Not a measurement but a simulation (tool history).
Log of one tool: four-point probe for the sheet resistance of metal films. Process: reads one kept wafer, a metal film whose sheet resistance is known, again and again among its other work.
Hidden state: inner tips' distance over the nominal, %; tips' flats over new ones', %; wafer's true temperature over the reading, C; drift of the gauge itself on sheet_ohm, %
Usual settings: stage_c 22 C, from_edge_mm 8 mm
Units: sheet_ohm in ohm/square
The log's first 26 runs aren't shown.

run,hour,stage_c,from_edge_mm,touches since the probe head was changed,hours of work since the stage's thermometer was calibrated,sheet_ohm
27,891.5,25,66,148564,1437,3.595539
28,927.7,24,4,150199,1456,3.627361
29,962.7,19,9,151774,1474,3.604169
30,984.6,19,9,152761,1486,3.603618
31,1020.0,25,46,154360,1505,3.597124
32,1053.2,19,13,155854,1522,3.598739
33,1075.0,21,21,156837,1534,3.597585
34,1094.6,21,21,157721,1544,3.598099
35,1118.1,22,11,158780,1556,3.601675
36,1157.2,22,11,160542,1577,3.599655
37,1183.8,22,36,161742,1591,3.595383

Forecast each of these 5 alternatives for the next run:
A,1224.9,23,36,163595,1613,?
B,1224.9,20,8,163595,1613,?
C,1224.9,18,8,163595,1613,?
D,1224.9,32,18,163595,1613,?
E,1224.9,30,24,163595,1613,?

run,sheet_ohm
A,3.595168
B,3.604277
C,3.604739
D,3.597945
E,3.595523
Without the tool's hidden state the same runs would have given:
run,sheet_ohm
A,3.594753
B,3.603861
C,3.604322
D,3.597532
E,3.595109
